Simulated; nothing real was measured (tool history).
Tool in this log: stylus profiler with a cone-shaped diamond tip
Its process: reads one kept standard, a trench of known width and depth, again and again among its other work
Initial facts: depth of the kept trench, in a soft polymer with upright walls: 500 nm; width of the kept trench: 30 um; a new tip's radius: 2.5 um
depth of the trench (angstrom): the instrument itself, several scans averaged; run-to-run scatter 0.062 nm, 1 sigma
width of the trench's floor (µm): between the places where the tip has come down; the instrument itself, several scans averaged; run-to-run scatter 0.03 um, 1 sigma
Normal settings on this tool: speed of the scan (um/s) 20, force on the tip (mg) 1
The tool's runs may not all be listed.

| run | hour | speed of the scan (um/s) | force on the tip (mg) | depth of the trench (angstrom) | width of the trench's floor (µm) |
|---|---|---|---|---|---|
| 1 | 0 | 20 | 1 | 5022.4 | 26.48 |
| 2 | 38.5 | 20 | 1 | 5022.2 | 26.43 |
| 3 | 72.6 | 20 | 1 | 5023.6 | 26.35 |
| 4 | 113.2 | 20 | 1 | 5023 | 26.35 |
| 5 | 143.3 | 20 | 1 | 5024.6 | 26.39 |
| 6 | 178.5 | 20 | 1 | 5023.9 | 26.29 |
| 7 | 212.1 | 20 | 1 | 5024.7 | 26.23 |
| 8 | 240.5 | 20 | 1 | 5024.9 | 26.2 |
| 9 | 287.4 | 20 | 1 | 5025.4 | 26.2 |
| 10 | 333.5 | 20 | 1 | 5025 | 26.16 |
| 11 | 356.1 | 20 | 1 | 5025.4 | 26.08 |
| 12 | 377.8 | 20 | 1 | 5025.7 | 26.11 |
| 13 | 417.4 | 20 | 1 | 5025.6 | 26.03 |
| 14 | 440.3 | 20 | 1 | 5025.4 | 26 |
| 15 | 464.3 | 20 | 1 | 5027.5 | 25.97 |
| 16 | 496.2 | 47 | 1 | 5026.9 | 25.78 |
| 17 | 535.5 | 47 | 1 | 5024.7 | 25.69 |
| 18 | 555.1 | 47 | 1 | 5026.6 | 25.74 |

Predict the results of run 19:
| 19 | 576.3 | 5 | 0.52 | ? | ? |

{"run 19": {"depth of the trench (angstrom)": 5020.5, "width of the trench's floor (µm)": 26.02}}
With the hidden condition absent and the run-to-run variation left alone, this run would have shown depth of the trench (angstrom) 5012.4, width of the trench's floor (µm) 26.97.
